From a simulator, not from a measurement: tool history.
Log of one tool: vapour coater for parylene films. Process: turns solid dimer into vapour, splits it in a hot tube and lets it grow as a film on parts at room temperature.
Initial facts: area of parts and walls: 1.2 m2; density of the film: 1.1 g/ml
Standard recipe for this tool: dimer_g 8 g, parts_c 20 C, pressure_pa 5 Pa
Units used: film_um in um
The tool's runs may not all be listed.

run   hour  dimer_g  parts_c  pressure_pa  film_um
  1      0        8       20            5      4.2
  2   17.6        8       22            5     4.04
  3   35.7        8       20         6.57     3.95
  4   49.6        8       20            5     4.19
      60.8  -- trap's valve overhauled
  5   79.7        8       20            5     4.09
  6  106.4        8       12            5     4.81
  7  132.9       14       20            5     6.91
  8  163.6        8       12            5     4.74
  9  177.7        8       12            5     4.66
     196.8  -- trap's valve overhauled, once more
 10  199.2        8       20        11.49     3.72
 11  224.7        8       20        11.49     3.77
 12  238.3        8       20        11.49     3.73
 13  253.3        8       20            5     4.48
 14    280        8       20            5      4.4
 15    304        8       21            5     4.29
 16  330.6        8       21            5     4.31
 17  352.4       12       21            5     6.41
 18  373.3       12       21            5     6.44
 19  395.3       12       21            5     6.45
 20  424.1        8       20            5     4.37
 21  452.2        8       20            5     4.42
 22  482.3        8       20            5     4.33
 23  511.3        8       20            5     4.41
 24  525.5        8       20            5     4.37
 25  548.5        5       24         2.74     2.85
 26  566.9        5       24         2.74     2.84
 27    589        5       24         2.74     2.77
 28  604.2        5       26         2.89     2.65
 29  621.6        4       25         2.14     2.32
 30  651.6        4       25         2.14     2.33
 31  675.5        3       31         5.25     1.25
 32  695.9        3       31         2.29     1.48
 33  716.7       13       31         2.02     6.58
 34  737.3        8       32            5     3.28
 35  760.6        8       32            5      3.3
 36    791        4       24            5     1.98

Run 37, settings as shown, results not yet in. Your forecast:
 37  821.1        6       21         3.46        ?

film_um: 3.39 um
With the hidden condition absent and the run-to-run variation left alone, this run would have shown film_um 3.59 um.
